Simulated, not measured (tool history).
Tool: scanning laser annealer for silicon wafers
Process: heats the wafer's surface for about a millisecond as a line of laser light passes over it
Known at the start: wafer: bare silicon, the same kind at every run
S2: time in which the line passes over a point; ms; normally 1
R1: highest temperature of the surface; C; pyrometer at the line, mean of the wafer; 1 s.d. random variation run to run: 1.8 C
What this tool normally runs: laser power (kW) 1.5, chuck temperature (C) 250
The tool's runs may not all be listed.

run 1 hour=0 | laser_power_(kW)=1.5 S2=1 chuck_temperature_(C)=250 | R1=1074
run 2 hour=55.2 | laser_power_(kW)=1.5 S2=1 chuck_temperature_(C)=250 | R1=1072
run 3 hour=109.1 | laser_power_(kW)=1.5 S2=1 chuck_temperature_(C)=280 | R1=1100
run 4 hour=146.4 | laser_power_(kW)=1.5 S2=1 chuck_temperature_(C)=280 | R1=1102
run 5 hour=213.4 | laser_power_(kW)=1.5 S2=1 chuck_temperature_(C)=250 | R1=1069
run 6 hour=281.3 | laser_power_(kW)=1.5 S2=1 chuck_temperature_(C)=250 | R1=1063
run 7 hour=338 | laser_power_(kW)=1.5 S2=1 chuck_temperature_(C)=250 | R1=1068
run 8 hour=396.6 | laser_power_(kW)=1.359 S2=1.22 chuck_temperature_(C)=282 | R1=1107
run 9 hour=471.9 | laser_power_(kW)=1.359 S2=1.22 chuck_temperature_(C)=282 | R1=1106
run 10 hour=531.5 | laser_power_(kW)=1.614 S2=1.19 chuck_temperature_(C)=282 | R1=1235
run 11 hour=587.5 | laser_power_(kW)=1.5 S2=1.22 chuck_temperature_(C)=287 | R1=1190
run 12 hour=659.8 | laser_power_(kW)=1.5 S2=0.71 chuck_temperature_(C)=210 | R1=886
run 13 hour=726.3 | laser_power_(kW)=1.5 S2=0.71 chuck_temperature_(C)=210 | R1=885

3 ways to go on from here, each from the tool as it stands after run 13. What would each give?
run A hour=769.6 | laser_power_(kW)=1.632 S2=1 chuck_temperature_(C)=250 | R1=?
run B hour=769.6 | laser_power_(kW)=1.461 S2=0.95 chuck_temperature_(C)=250 | R1=?
run C hour=769.6 | laser_power_(kW)=1.364 S2=0.8 chuck_temperature_(C)=230 | R1=?

run=A R1=1128
run=B R1=1015
run=C R1=887
Without the tool's unlogged condition, the same runs would have read:
run=A R1=1151
run=B R1=1035
run=C R1=904

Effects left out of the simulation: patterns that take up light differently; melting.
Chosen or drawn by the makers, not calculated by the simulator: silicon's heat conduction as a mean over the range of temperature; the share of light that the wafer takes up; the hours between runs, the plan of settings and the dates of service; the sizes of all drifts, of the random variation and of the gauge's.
